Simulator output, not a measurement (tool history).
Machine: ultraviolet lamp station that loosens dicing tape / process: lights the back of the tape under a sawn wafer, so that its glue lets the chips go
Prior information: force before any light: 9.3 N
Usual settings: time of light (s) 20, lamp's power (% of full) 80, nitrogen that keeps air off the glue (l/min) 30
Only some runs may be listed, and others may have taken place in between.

| run | hour | time of light (s) | lamp's power (% of full) | nitrogen that keeps air off the glue (l/min) | force that peels the tape off (N) | light that reached the tape (J/m2) |
|---|---|---|---|---|---|---|
| 1 | 0 | 20 | 80 | 30 | 0.952 | 5190 |
| 2 | 14.6 | 20 | 73 | 30 | 1.132 | 4700 |
| 3 | 28.7 | 20 | 73 | 30 | 1.156 | 4680 |
| 4 | 58.1 | 20 | 73 | 30 | 1.179 | 4740 |
| 5 | 83 | 20 | 80 | 30 | 0.967 | 5120 |
| 6 | 115.7 | 28 | 80 | 30 | 0.508 | 7140 |
| 7 | 131.7 | 20 | 80 | 30 | 0.997 | 5090 |
| 8 | 155 | 20 | 80 | 30 | 0.996 | 5040 |
| 9 | 171.6 | 20 | 80 | 30 | 1.029 | 4960 |
| 10 | 203.7 | 20 | 80 | 30 | 1.055 | 4990 |
| 11 | 223.4 | 20 | 80 | 30 | 1.057 | 4960 |
| 12 | 241 | 20 | 80 | 30 | 1.079 | 4960 |
| 13 | 259.1 | 20 | 80 | 30 | 1.088 | 4850 |
| 14 | 278.7 | 20 | 80 | 30 | 1.075 | 4910 |
| 15 | 310.1 | 12 | 80 | 30 | 2.428 | 2930 |
| 16 | 331.7 | 12 | 80 | 30 | 2.371 | 2870 |
| 17 | 350 | 20 | 80 | 30 | 1.084 | 4860 |
| 18 | 378.2 | 19 | 80 | 30 | 1.216 | 4540 |
| 19 | 393.6 | 20 | 80 | 19 | 1.426 | 4770 |
| 20 | 426.1 | 20 | 80 | 19 | 1.408 | 4710 |
| 21 | 451.2 | 20 | 80 | 19 | 1.404 | 4670 |
| 22 | 469.9 | 20 | 64 | 30 | 1.664 | 3790 |
| 23 | 497.5 | 32 | 70 | 10 | 1.125 | 6490 |
| 24 | 522.8 | 16 | 80 | 30 | 1.754 | 3680 |
| 25 | 538.7 | 34 | 81 | 31 | 0.415 | 8000 |
| 26 | 564.5 | 14 | 80 | 30 | 2.144 | 3270 |
| 27 | 583.4 | 14 | 80 | 30 | 2.141 | 3270 |
| 28 | 601.3 | 34 | 80 | 30 | 0.432 | 7780 |
| 29 | 621.4 | 37 | 76 | 27 | 0.424 | 7960 |
| 30 | 650.8 | 18 | 80 | 12 | 2.188 | 4080 |
| 31 | 683.6 | 21 | 69 | 10 | 2.303 | 3990 |
|  | 689.8 | window cleaned of glue's vapour |
| 32 | 714.9 | 21 | 73 | 10 | 1.884 | 4700 |
| 33 | 733.4 | 21 | 73 | 10 | 1.898 | 4670 |
| 34 | 763.1 | 19 | 97 | 40 | 0.712 | 5600 |
| 35 | 781.6 | 19 | 97 | 40 | 0.729 | 5550 |
| 36 | 812.3 | 18 | 98 | 50 | 0.752 | 5310 |
| 37 | 837.3 | 18 | 98 | 50 | 0.75 | 5320 |
| 38 | 855.8 | 16 | 98 | 50 | 0.945 | 4690 |
| 39 | 871.7 | 16 | 98 | 50 | 0.962 | 4700 |
| 40 | 898.6 | 16 | 98 | 50 | 0.965 | 4660 |
| 41 | 920.6 | 29 | 80 | 47 | 0.468 | 6830 |
| 42 | 941.5 | 20 | 96 | 30 | 0.824 | 5650 |
| 43 | 966.3 | 20 | 96 | 30 | 0.811 | 5510 |

Measured less the same run without the tool's hidden state. The same run-to-run variation is in both; the gauge's scatter may not be:
Hidden state present: lamp's light, % of a new lamp's; light that the window lets through, % of a clean one's; drift of the gauge itself on peel_n, %; drift of the gauge itself on dose_mj_cm2, %.
| run | force that peels the tape off (N) | light that reached the tape (J/m2) |
|---|---|---|
| 1 | +0.212 | -700 |
| 2 | +0.248 | -650 |
| 3 | +0.259 | -660 |
| 4 | +0.272 | -690 |
| 5 | +0.239 | -790 |
| 6 | +0.125 | -1150 |
| 7 | +0.261 | -850 |
| 8 | +0.266 | -860 |
| 9 | +0.283 | -880 |
| 10 | +0.301 | -920 |
| 11 | +0.308 | -940 |
| 12 | +0.316 | -960 |
| 13 | +0.324 | -970 |
| 14 | +0.327 | -1000 |
| 15 | +0.568 | -610 |
| 16 | +0.567 | -630 |
| 17 | +0.347 | -1070 |
| 18 | +0.397 | -1040 |
| 19 | +0.456 | -1110 |
| 20 | +0.458 | -1150 |
| 21 | +0.469 | -1170 |
| 22 | +0.536 | -960 |
| 23 | +0.412 | -1710 |
| 24 | +0.588 | -990 |
| 25 | +0.123 | -2170 |
| 26 | +0.678 | -910 |
| 27 | +0.688 | -930 |
| 28 | +0.142 | -2250 |
| 29 | +0.14 | -2360 |
| 30 | +0.733 | -1240 |
| 31 | +0.762 | -1260 |
| 32 | +0.475 | -940 |
| 33 | +0.484 | -960 |
| 34 | +0.227 | -1190 |
| 35 | +0.234 | -1210 |
| 36 | +0.251 | -1200 |
| 37 | +0.256 | -1220 |
| 38 | +0.325 | -1110 |
| 39 | +0.335 | -1130 |
| 40 | +0.346 | -1160 |
| 41 | +0.145 | -1730 |
| 42 | +0.308 | -1470 |
| 43 | +0.306 | -1470 |

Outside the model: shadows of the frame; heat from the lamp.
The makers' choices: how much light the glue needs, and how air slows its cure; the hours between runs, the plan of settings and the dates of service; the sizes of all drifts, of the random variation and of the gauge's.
